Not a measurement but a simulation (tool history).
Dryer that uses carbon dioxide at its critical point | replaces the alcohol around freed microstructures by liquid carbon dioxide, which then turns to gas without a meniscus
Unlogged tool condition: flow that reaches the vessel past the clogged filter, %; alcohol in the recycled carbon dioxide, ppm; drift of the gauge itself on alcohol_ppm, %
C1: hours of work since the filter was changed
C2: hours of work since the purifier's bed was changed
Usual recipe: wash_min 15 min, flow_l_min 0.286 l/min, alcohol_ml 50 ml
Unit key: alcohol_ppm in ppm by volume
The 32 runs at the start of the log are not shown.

run 33 hour=1151.8 | wash_min=15 flow_l_min=0.208 alcohol_ml=47 | C1=112 C2=843 | alcohol_ppm=617
run 34 hour=1191.0 | wash_min=15 flow_l_min=0.208 alcohol_ml=47 | C1=126 C2=857 | alcohol_ppm=634
run 35 hour=1229.4 | wash_min=10 flow_l_min=0.299 alcohol_ml=50 | C1=140 C2=871 | alcohol_ppm=757
run 36 hour=1268.0 | wash_min=10 flow_l_min=0.299 alcohol_ml=50 | C1=154 C2=885 | alcohol_ppm=762
run 37 hour=1293.8 | wash_min=12 flow_l_min=0.194 alcohol_ml=68 | C1=163 C2=894 | alcohol_ppm=3404
run 38 hour=1324.6 | wash_min=12 flow_l_min=0.194 alcohol_ml=68 | C1=174 C2=905 | alcohol_ppm=3396
run 39 hour=1371.1 | wash_min=15 flow_l_min=0.289 alcohol_ml=88 | C1=191 C2=922 | alcohol_ppm=203
run 40 hour=1401.9 | wash_min=14 flow_l_min=0.213 alcohol_ml=27 | C1=202 C2=933 | alcohol_ppm=528
run 41 hour=1428.1 | wash_min=14 flow_l_min=0.216 alcohol_ml=27 | C1=211 C2=942 | alcohol_ppm=512
run 42 hour=1481.2 | wash_min=15 flow_l_min=0.286 alcohol_ml=35 | C1=230 C2=961 | alcohol_ppm=134
run 43 hour=1528.5 | wash_min=15 flow_l_min=0.286 alcohol_ml=35 | C1=247 C2=979 | alcohol_ppm=135
run 44 hour=1573.3 | wash_min=9 flow_l_min=0.286 alcohol_ml=42 | C1=263 C2=995 | alcohol_ppm=1562
run 45 hour=1623.5 | wash_min=9 flow_l_min=0.286 alcohol_ml=42 | C1=282 C2=1013 | alcohol_ppm=1604
run 46 hour=1657.9 | wash_min=12 flow_l_min=0.286 alcohol_ml=50 | C1=294 C2=1025 | alcohol_ppm=572

Forecast each of these 3 alternatives for the next run:
run A hour=1704.4 | wash_min=12 flow_l_min=0.429 alcohol_ml=50 | C1=311 C2=1042 | alcohol_ppm=?
run B hour=1704.4 | wash_min=23 flow_l_min=0.466 alcohol_ml=83 | C1=311 C2=1042 | alcohol_ppm=?
run C hour=1704.4 | wash_min=12 flow_l_min=0.286 alcohol_ml=39 | C1=311 C2=1042 | alcohol_ppm=?

run=A alcohol_ppm=88
run=B alcohol_ppm=52
run=C alcohol_ppm=482
Had the tool no hidden state, the same runs would have come out as:
run=A alcohol_ppm=16
run=B alcohol_ppm=5
run=C alcohol_ppm=190

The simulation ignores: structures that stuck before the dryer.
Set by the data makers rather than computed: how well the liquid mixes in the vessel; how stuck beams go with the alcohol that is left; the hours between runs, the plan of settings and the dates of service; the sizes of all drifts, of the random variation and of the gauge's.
